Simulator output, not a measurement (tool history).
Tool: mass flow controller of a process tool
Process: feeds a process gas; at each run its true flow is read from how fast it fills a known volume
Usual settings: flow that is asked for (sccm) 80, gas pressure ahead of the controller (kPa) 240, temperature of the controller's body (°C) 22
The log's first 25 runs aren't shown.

run     hour  flow that is asked for (sccm)  gas pressure ahead of the controller (kPa)  temperature of the controller's body (°C)  true flow (%)
 26   5991.3                             30                                         215                                         23          89.67
 27   6285.4                             30                                         215                                         23          89.23
 28   6557.5                             80                                         265                                         33          94.14
      6578.9  -- controller's zero set anew
 29   6762.3                            125                                         265                                         33          94.70
 30   6960.8                             80                                         150                                         22          92.26
 31   7250.0                            195                                         150                                         31          96.49
 32   7502.8                            142                                         240                                         22          94.00
 33   7765.9                             21                                         243                                         22          79.29
 34   7912.3                             64                                         240                                         38          91.17
      8118.9  -- controller's zero set anew, once more
 35   8189.5                             64                                         240                                         38          95.97
 36   8442.9                             64                                         240                                         38          95.64
 37   8752.1                            118                                         240                                         34          96.01
 38   8925.0                            118                                         240                                         24          95.01
 39   9103.0                             73                                         169                                         21          94.20
      9238.9  -- controller exchanged for a calibrated one
 40   9267.6                             89                                         240                                         39          99.47
 41   9478.2                             89                                         240                                         39          99.33
 42   9775.7                             26                                         272                                         34          97.20
 43   9962.0                             26                                         272                                         34          96.93
 44  10115.1                             26                                         272                                         34          96.66
 45  10243.0                             29                                         194                                         37          97.13
 46  10405.7                             23                                         251                                         32          95.82
 47  10536.4                             34                                         257                                         22          95.81
 48  10746.9                            183                                         196                                         22          98.84

Forecast each of these 4 alternatives for the next run:
  A  10927.8                            116                                         226                                         25              ?
  B  10927.8                             69                                         200                                         23              ?
  C  10927.8                             68                                         201                                         22              ?
  D  10927.8                             36                                         229                                         22              ?

run  true flow (%)
  A          97.64
  B          96.82
  C          96.73
  D          95.31
Without the tool's hidden state the same runs would have given:
run  true flow (%)
  A          98.59
  B          98.10
  C          98.02
  D          97.31
